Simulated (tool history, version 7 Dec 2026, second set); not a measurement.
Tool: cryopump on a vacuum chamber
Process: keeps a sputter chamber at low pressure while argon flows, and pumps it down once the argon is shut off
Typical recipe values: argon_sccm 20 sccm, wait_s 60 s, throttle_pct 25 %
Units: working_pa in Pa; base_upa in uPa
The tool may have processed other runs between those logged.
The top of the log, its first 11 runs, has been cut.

run   hour  argon_sccm  wait_s  throttle_pct  hours of work since the pump was warmed up and emptied  hours of work since the cold head was overhauled  hours of work since the chamber's fittings were tightened  working_pa  base_upa
 12  291.4          20      60            17                                                     682                                               682                                                        946      0.1236      1.93
 13  311.1          20      60            25                                                     698                                               698                                                        962      0.0863      1.95
 14  329.2          20      60            25                                                     713                                               713                                                        977      0.0864         2
 15  352.6          20     229            25                                                     733                                               733                                                        997      0.0856      1.01
 16  366.3          20     229            25                                                     744                                               744                                                       1008       0.086      0.97
 17  398.5          11      60            25                                                     771                                               771                                                       1035      0.0469      1.93
     408.1  -- pump warmed up, emptied and cooled again
 18  423.1           9      60            25                                                      12                                               787                                                       1051       0.037      1.93
 19  442.4           9      60            25                                                      28                                               803                                                       1067       0.037      1.88
 20  469.4          24     108            24                                                      51                                               826                                                       1090      0.1019      1.29
 21  483.1          27      37            28                                                      62                                               837                                                       1101      0.0992      2.84
 22  509.7          27      37            28                                                      84                                               859                                                       1123      0.0992      2.74
 23  532.9          27     122            16                                                     104                                               878                                                       1142      0.1732      1.25
 24  563.6          29      60            28                                                     129                                               904                                                       1168      0.1062      1.93
 25  584.4          12     126            25                                                     146                                               921                                                       1185      0.0497      1.21
 26  610.6           9      28            29                                                     168                                               943                                                       1207      0.0328      3.51
 27  644.7          33      60            16                                                     196                                               971                                                       1235      0.2136      1.92
 28  661.5          17     289            16                                                     210                                               985                                                       1249      0.1088      0.92
 29  691.7          14     294            23                                                     235                                              1010                                                       1274      0.0637      0.89
 30  715.5          11      78            25                                                     255                                              1030                                                       1294      0.0456      1.61
 31  744.2          11      78            25                                                     279                                              1054                                                       1318      0.0458      1.66
 32  761.7          20      28            25                                                     293                                              1068                                                       1332      0.0841      3.61
 33  782.8          20      28            25                                                     311                                              1086                                                       1350       0.083      3.68
 34  815.5           9      46            25                                                     338                                              1113                                                       1377       0.038       2.5
 35  830.6          20      60            36                                                     351                                              1125                                                       1389      0.0575      2.05

Branching from run 35: 3 alternative next runs. What would each branch give?
  A  863.7          25     104            31                                                     378                                              1153                                                       1417           ?         ?
  B  863.7          20      72            25                                                     378                                              1153                                                       1417           ?         ?
  C  863.7          22      60            36                                                     378                                              1153                                                       1417           ?         ?

run  working_pa  base_upa
  A      0.0854      1.44
  B      0.0844      1.83
  C      0.0653       2.1
Without the tool's unlogged condition, the same runs would have read:
run  working_pa  base_upa
  A      0.0824      0.94
  B       0.082      1.32
  C      0.0626       1.6

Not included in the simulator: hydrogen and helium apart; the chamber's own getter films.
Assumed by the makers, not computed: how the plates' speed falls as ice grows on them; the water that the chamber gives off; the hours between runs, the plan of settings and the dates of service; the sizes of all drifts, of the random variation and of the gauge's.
